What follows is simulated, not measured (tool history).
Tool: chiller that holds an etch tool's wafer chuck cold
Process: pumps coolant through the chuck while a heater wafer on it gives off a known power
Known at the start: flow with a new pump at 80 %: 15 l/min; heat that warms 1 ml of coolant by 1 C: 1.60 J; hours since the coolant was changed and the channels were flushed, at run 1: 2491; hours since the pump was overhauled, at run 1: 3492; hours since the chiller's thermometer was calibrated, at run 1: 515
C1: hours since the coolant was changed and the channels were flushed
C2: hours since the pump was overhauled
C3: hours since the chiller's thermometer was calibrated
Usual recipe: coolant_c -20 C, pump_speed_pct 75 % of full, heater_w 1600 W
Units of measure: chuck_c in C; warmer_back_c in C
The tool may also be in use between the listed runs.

{"run": 1, "hour": 0.0, "coolant_c": -20, "pump_speed_pct": 75, "heater_w": 1600, "C1": 2491, "C2": 3492, "C3": 515, "chuck_c": -9.8, "warmer_back_c": 4.34}
{"run": 2, "hour": 103.1, "coolant_c": -20, "pump_speed_pct": 75, "heater_w": 1600, "C1": 2594, "C2": 3595, "C3": 618, "chuck_c": -9.8, "warmer_back_c": 4.33}
{"run": 3, "hour": 181.8, "coolant_c": -20, "pump_speed_pct": 75, "heater_w": 1600, "C1": 2672, "C2": 3674, "C3": 697, "chuck_c": -9.7, "warmer_back_c": 4.35}
{"run": 4, "hour": 331.5, "coolant_c": -20, "pump_speed_pct": 75, "heater_w": 1600, "C1": 2822, "C2": 3824, "C3": 846, "chuck_c": -9.9, "warmer_back_c": 4.36}
{"run": 5, "hour": 454.1, "coolant_c": -20, "pump_speed_pct": 75, "heater_w": 1600, "C1": 2945, "C2": 3946, "C3": 969, "chuck_c": -9.8, "warmer_back_c": 4.23}
{"run": 6, "hour": 585.1, "coolant_c": -20, "pump_speed_pct": 75, "heater_w": 1600, "C1": 3076, "C2": 4077, "C3": 1100, "chuck_c": -9.8, "warmer_back_c": 4.3}
{"run": 7, "hour": 718.5, "coolant_c": -25, "pump_speed_pct": 75, "heater_w": 1600, "C1": 3209, "C2": 4211, "C3": 1233, "chuck_c": -14.9, "warmer_back_c": 4.23}
{"run": 8, "hour": 866.1, "coolant_c": -25, "pump_speed_pct": 75, "heater_w": 1600, "C1": 3357, "C2": 4358, "C3": 1381, "chuck_c": -14.8, "warmer_back_c": 4.19}
{"run": 9, "hour": 1012.1, "coolant_c": -25, "pump_speed_pct": 75, "heater_w": 1600, "C1": 3503, "C2": 4504, "C3": 1527, "chuck_c": -14.9, "warmer_back_c": 4.13}
{"run": 10, "hour": 1149.2, "coolant_c": -20, "pump_speed_pct": 75, "heater_w": 1600, "C1": 3640, "C2": 4642, "C3": 1664, "chuck_c": -10, "warmer_back_c": 4.2}
{"run": 11, "hour": 1274.0, "coolant_c": -20, "pump_speed_pct": 75, "heater_w": 1600, "C1": 3765, "C2": 4766, "C3": 1789, "chuck_c": -9.6, "warmer_back_c": 4.22}
{"run": 12, "hour": 1374.1, "coolant_c": -20, "pump_speed_pct": 75, "heater_w": 1600, "C1": 3865, "C2": 4866, "C3": 1889, "chuck_c": -9.7, "warmer_back_c": 4.16}
{"run": 13, "hour": 1501.6, "coolant_c": -20, "pump_speed_pct": 75, "heater_w": 1600, "C1": 3992, "C2": 4994, "C3": 2016, "chuck_c": -9.9, "warmer_back_c": 4.16}
{"run": 14, "hour": 1574.5, "coolant_c": -20, "pump_speed_pct": 75, "heater_w": 2146, "C1": 4065, "C2": 5067, "C3": 2089, "chuck_c": -6.2, "warmer_back_c": 5.65}
{"run": 15, "hour": 1635.2, "coolant_c": -24, "pump_speed_pct": 61, "heater_w": 837, "C1": 4126, "C2": 5128, "C3": 2150, "chuck_c": -17.9, "warmer_back_c": 2.69}
{"run": 16, "hour": 1700.7, "coolant_c": -24, "pump_speed_pct": 61, "heater_w": 837, "C1": 4191, "C2": 5193, "C3": 2215, "chuck_c": -18.1, "warmer_back_c": 2.67}
{"run": 17, "hour": 1808.3, "coolant_c": -15, "pump_speed_pct": 73, "heater_w": 961, "C1": 4299, "C2": 5301, "C3": 2323, "chuck_c": -8.7, "warmer_back_c": 2.56}
{"run": 18, "hour": 1922.8, "coolant_c": -14, "pump_speed_pct": 82, "heater_w": 961, "C1": 4413, "C2": 5415, "C3": 2438, "chuck_c": -8.2, "warmer_back_c": 2.12}
{"run": 19, "hour": 1987.2, "coolant_c": -14, "pump_speed_pct": 82, "heater_w": 934, "C1": 4478, "C2": 5479, "C3": 2502, "chuck_c": -8.3, "warmer_back_c": 2.1}
{"run": 20, "hour": 2066.1, "coolant_c": -14, "pump_speed_pct": 82, "heater_w": 934, "C1": 4557, "C2": 5558, "C3": 2581, "chuck_c": -8.3, "warmer_back_c": 2.08}
{"run": 21, "hour": 2162.9, "coolant_c": -13, "pump_speed_pct": 82, "heater_w": 2008, "C1": 4653, "C2": 5655, "C3": 2678, "chuck_c": -0.9, "warmer_back_c": 4.64}
{"run": 22, "hour": 2258.4, "coolant_c": -25, "pump_speed_pct": 72, "heater_w": 1902, "C1": 4749, "C2": 5751, "C3": 2773, "chuck_c": -12.7, "warmer_back_c": 5.13}
{"run": 23, "hour": 2345.7, "coolant_c": -19, "pump_speed_pct": 73, "heater_w": 998, "C1": 4836, "C2": 5838, "C3": 2861, "chuck_c": -12.5, "warmer_back_c": 2.54}
{"run": 24, "hour": 2458.0, "coolant_c": -19, "pump_speed_pct": 73, "heater_w": 998, "C1": 4949, "C2": 5950, "C3": 2973, "chuck_c": -12.5, "warmer_back_c": 2.54}
{"run": 25, "hour": 2556.6, "coolant_c": -26, "pump_speed_pct": 62, "heater_w": 1662, "C1": 5047, "C2": 6049, "C3": 3071, "chuck_c": -14.1, "warmer_back_c": 5.3}
{"run": 26, "hour": 2669.4, "coolant_c": -26, "pump_speed_pct": 62, "heater_w": 1662, "C1": 5160, "C2": 6162, "C3": 3184, "chuck_c": -14.1, "warmer_back_c": 5.33}
{"run": 27, "hour": 2745.1, "coolant_c": -26, "pump_speed_pct": 62, "heater_w": 1662, "C1": 5236, "C2": 6237, "C3": 3260, "chuck_c": -14, "warmer_back_c": 5.34}
{"run": 28, "hour": 2855.5, "coolant_c": -26, "pump_speed_pct": 62, "heater_w": 1662, "C1": 5346, "C2": 6348, "C3": 3370, "chuck_c": -13.9, "warmer_back_c": 5.35}

Alternative continuations, all from the tool just after run 28; predict every row:
{"run": "A", "hour": 2989.2, "coolant_c": -20, "pump_speed_pct": 75, "heater_w": 1662, "C1": 5480, "C2": 6481, "C3": 3504, "chuck_c": "?", "warmer_back_c": "?"}
{"run": "B", "hour": 2989.2, "coolant_c": -26, "pump_speed_pct": 86, "heater_w": 856, "C1": 5480, "C2": 6481, "C3": 3504, "chuck_c": "?", "warmer_back_c": "?"}
{"run": "C", "hour": 2989.2, "coolant_c": -20, "pump_speed_pct": 75, "heater_w": 1821, "C1": 5480, "C2": 6481, "C3": 3504, "chuck_c": "?", "warmer_back_c": "?"}
{"run": "D", "hour": 2989.2, "coolant_c": -26, "pump_speed_pct": 62, "heater_w": 1244, "C1": 5480, "C2": 6481, "C3": 3504, "chuck_c": "?", "warmer_back_c": "?"}

run=A chuck_c=-9.4 warmer_back_c=4.18
run=B chuck_c=-21.2 warmer_back_c=1.76
run=C chuck_c=-8.4 warmer_back_c=4.64
run=D chuck_c=-16.9 warmer_back_c=3.92
With no hidden state in the tool, these same runs would have given:
run=A chuck_c=-9.4 warmer_back_c=4.45
run=B chuck_c=-21.2 warmer_back_c=2.04
run=C chuck_c=-8.5 warmer_back_c=4.91
run=D chuck_c=-17 warmer_back_c=4.19

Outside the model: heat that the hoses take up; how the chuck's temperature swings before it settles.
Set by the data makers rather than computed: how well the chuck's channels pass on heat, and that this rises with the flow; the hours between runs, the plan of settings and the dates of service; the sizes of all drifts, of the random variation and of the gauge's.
